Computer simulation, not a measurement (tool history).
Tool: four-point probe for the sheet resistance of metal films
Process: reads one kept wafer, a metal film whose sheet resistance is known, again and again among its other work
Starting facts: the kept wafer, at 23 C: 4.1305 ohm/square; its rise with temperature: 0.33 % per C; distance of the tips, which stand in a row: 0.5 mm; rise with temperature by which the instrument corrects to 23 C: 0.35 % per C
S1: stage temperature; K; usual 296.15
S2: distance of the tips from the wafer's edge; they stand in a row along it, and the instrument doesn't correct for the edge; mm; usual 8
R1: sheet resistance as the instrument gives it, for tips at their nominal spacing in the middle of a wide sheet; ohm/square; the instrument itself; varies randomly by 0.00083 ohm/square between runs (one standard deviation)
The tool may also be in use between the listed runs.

run,hour,S1,S2,R1
1,0.0,296.15,8,4.164582
2,22.8,296.15,8,4.165042
3,48.7,296.15,8,4.164940
4,62.4,296.15,3,4.216984
5,77.2,296.15,3,4.216595
6,90.9,296.15,3,4.217251
7,108.8,296.15,3,4.217887
8,121.2,303.15,8,4.157952
9,135.8,303.15,8,4.158026
10,151.7,303.15,8,4.158211
11,164.5,296.15,8,4.165199
12,191.7,296.15,8,4.165257
13,215.7,296.15,8,4.166041
14,240.6,296.15,8,4.166277
15,264.9,296.15,8,4.164676
16,277.9,296.15,8,4.164402
17,292.2,296.15,8,4.166404
18,314.8,296.15,8,4.165634
19,338.3,296.15,8,4.165821
20,362.2,296.15,47,4.158226
21,382.9,296.15,47,4.158169
22,400.0,296.15,47,4.156912
23,411.7,296.15,47,4.157419
24,424.7,296.15,17,4.158130
25,436.6,291.15,7,4.173461
26,462.9,298.15,9,4.161601

Run 27 comes next. What will it give?
27,482.6,295.15,49,?

Run 27 came out at R1 4.158867 ohm/square.
Without the tool's hidden state the same run would have given R1 4.132042 ohm/square.

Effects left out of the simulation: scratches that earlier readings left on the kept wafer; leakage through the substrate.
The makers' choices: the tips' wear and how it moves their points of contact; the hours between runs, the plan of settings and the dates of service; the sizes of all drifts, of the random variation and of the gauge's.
